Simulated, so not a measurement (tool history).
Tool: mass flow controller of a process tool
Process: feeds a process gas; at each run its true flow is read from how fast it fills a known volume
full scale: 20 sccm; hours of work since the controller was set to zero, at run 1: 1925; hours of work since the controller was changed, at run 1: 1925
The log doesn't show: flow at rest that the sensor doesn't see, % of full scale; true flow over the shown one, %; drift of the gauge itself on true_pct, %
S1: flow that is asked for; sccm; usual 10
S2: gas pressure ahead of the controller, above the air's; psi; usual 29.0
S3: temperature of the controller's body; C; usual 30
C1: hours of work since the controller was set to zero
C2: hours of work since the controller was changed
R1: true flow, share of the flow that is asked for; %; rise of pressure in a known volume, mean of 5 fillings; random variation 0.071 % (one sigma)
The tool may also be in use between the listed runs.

run 1 hour=0.0 | S1=10 S2=29.0 S3=30 | C1=1925 C2=1925 | R1=98.42
run 2 hour=271.9 | S1=10 S2=29.0 S3=30 | C1=2016 C2=2016 | R1=98.26
run 3 hour=555.4 | S1=10 S2=29.0 S3=30 | C1=2110 C2=2110 | R1=98.36
run 4 hour=793.5 | S1=10 S2=29.0 S3=30 | C1=2190 C2=2190 | R1=98.21
run 5 hour=980.8 | S1=10 S2=29.0 S3=30 | C1=2252 C2=2252 | R1=98.41
run 6 hour=1127.3 | S1=10 S2=29.0 S3=30 | C1=2301 C2=2301 | R1=98.29
run 7 hour=1298.9 | S1=10 S2=29.0 S3=30 | C1=2358 C2=2358 | R1=98.13
run 8 hour=1608.5 | S1=10 S2=29.0 S3=30 | C1=2461 C2=2461 | R1=98.04
run 9 hour=1778.4 | S1=10 S2=29.0 S3=30 | C1=2518 C2=2518 | R1=98.16
run 10 hour=2007.7 | S1=10 S2=29.0 S3=30 | C1=2594 C2=2594 | R1=98.00
run 11 hour=2166.7 | S1=10 S2=29.0 S3=30 | C1=2647 C2=2647 | R1=98.01
run 12 hour=2361.2 | S1=10 S2=29.0 S3=30 | C1=2712 C2=2712 | R1=97.96
run 13 hour=2655.1 | S1=10 S2=25.5 S3=30 | C1=2810 C2=2810 | R1=97.86
run 14 hour=2842.6 | S1=10 S2=25.5 S3=30 | C1=2872 C2=2872 | R1=97.75
run 15 hour=2980.7 | S1=10 S2=25.5 S3=30 | C1=2918 C2=2918 | R1=97.72
run 16 hour=3284.4 | S1=10 S2=25.5 S3=29 | C1=3020 C2=3020 | R1=97.71
run 17 hour=3560.6 | S1=10 S2=25.5 S3=29 | C1=3112 C2=3112 | R1=97.75
run 18 hour=3737.3 | S1=7 S2=29.0 S3=20 | C1=3171 C2=3171 | R1=97.35
run 19 hour=4024.5 | S1=10 S2=29.0 S3=35 | C1=3266 C2=3266 | R1=97.55
run 20 hour=4197.1 | S1=10 S2=39.3 S3=30 | C1=3324 C2=3324 | R1=97.89

Run 21 comes next. What will it give?
run 21 hour=4334.7 | S1=2 S2=32.6 S3=37 | C1=3370 C2=3370 | R1=?

Run 21 gave R1 92.04 %.
Without the tool's hidden state the same run would have given R1 99.21 %.
